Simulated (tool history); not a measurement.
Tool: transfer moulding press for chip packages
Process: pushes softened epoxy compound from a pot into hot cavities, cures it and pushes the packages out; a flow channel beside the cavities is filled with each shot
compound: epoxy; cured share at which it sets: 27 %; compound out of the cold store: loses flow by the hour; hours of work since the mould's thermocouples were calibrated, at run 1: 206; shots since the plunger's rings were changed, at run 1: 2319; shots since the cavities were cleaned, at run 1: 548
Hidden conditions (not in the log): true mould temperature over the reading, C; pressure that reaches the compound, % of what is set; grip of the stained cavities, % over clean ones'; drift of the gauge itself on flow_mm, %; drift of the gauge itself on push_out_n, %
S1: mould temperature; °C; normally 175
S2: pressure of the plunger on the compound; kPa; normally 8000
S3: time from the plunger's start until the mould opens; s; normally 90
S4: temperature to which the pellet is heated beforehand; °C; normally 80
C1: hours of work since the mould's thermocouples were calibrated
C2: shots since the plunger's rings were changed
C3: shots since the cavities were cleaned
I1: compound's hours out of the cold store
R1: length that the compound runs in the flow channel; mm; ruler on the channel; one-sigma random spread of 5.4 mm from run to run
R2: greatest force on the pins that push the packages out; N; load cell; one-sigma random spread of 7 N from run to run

{"run": 1, "day": 0.0, "S1": 175, "S2": 8000, "S3": 90, "S4": 80, "C1": 206, "C2": 2319, "C3": 548, "I1": 26.5, "R1": 557, "R2": 425}
{"day": 0.308, "done": "cavities cleaned with cleaning compound and waxed"}
{"run": 2, "day": 1.917, "S1": 171, "S2": 8000, "S3": 90, "S4": 80, "C1": 230, "C2": 2796, "C3": 414, "I1": 32.3, "R1": 539, "R2": 488}
{"day": 2.771, "done": "cavities cleaned with cleaning compound and waxed"}
{"run": 3, "day": 4.383, "S1": 171, "S2": 8000, "S3": 90, "S4": 80, "C1": 261, "C2": 3414, "C3": 415, "I1": 28.6, "R1": 540, "R2": 516}
{"day": 5.146, "done": "cavities cleaned with cleaning compound and waxed"}
{"run": 4, "day": 5.612, "S1": 171, "S2": 8000, "S3": 90, "S4": 80, "C1": 276, "C2": 3714, "C3": 120, "I1": 9.5, "R1": 579, "R2": 437}
{"run": 5, "day": 7.388, "S1": 171, "S2": 8000, "S3": 90, "S4": 80, "C1": 299, "C2": 4170, "C3": 576, "I1": 15.2, "R1": 557, "R2": 528}
{"day": 7.633, "done": "cavities cleaned with cleaning compound and waxed"}
{"run": 6, "day": 9.854, "S1": 171, "S2": 8000, "S3": 90, "S4": 80, "C1": 330, "C2": 4788, "C3": 571, "I1": 15.5, "R1": 546, "R2": 552}
{"day": 10.121, "done": "cavities cleaned with cleaning compound and waxed"}
{"day": 10.571, "done": "plunger's sealing rings changed"}
{"run": 7, "day": 11.104, "S1": 171, "S2": 8000, "S3": 86, "S4": 81, "C1": 344, "C2": 137, "C3": 226, "I1": 37.2, "R1": 564, "R2": 508}
{"day": 12.792, "done": "cavities cleaned with cleaning compound and waxed"}
{"run": 8, "day": 13.296, "S1": 171, "S2": 8000, "S3": 86, "S4": 80, "C1": 372, "C2": 684, "C3": 130, "I1": 19.3, "R1": 589, "R2": 456}
{"day": 15.212, "done": "cavities cleaned with cleaning compound and waxed"}
{"run": 9, "day": 15.212, "S1": 171, "S2": 7740, "S3": 81, "S4": 80, "C1": 396, "C2": 1161, "C3": 0, "I1": 39.1, "R1": 534, "R2": 423}
{"run": 10, "day": 17.488, "S1": 175, "S2": 8000, "S3": 90, "S4": 79, "C1": 425, "C2": 1746, "C3": 585, "I1": 29.1, "R1": 550, "R2": 440}

For each run, the measured value with the value that run would have given without the tool's hidden condition subtracted. The run-to-run variation is shared by both, the gauge scatter possibly not:
run=1 R1=-25 R2=+136
run=2 R1=-29 R2=+141
run=3 R1=-36 R2=+157
run=4 R1=-42 R2=+73
run=5 R1=-47 R2=+178
run=6 R1=-54 R2=+188
run=7 R1=-2 R2=+115
run=8 R1=-8 R2=+78
run=9 R1=-12 R2=+16
run=10 R1=-20 R2=+145
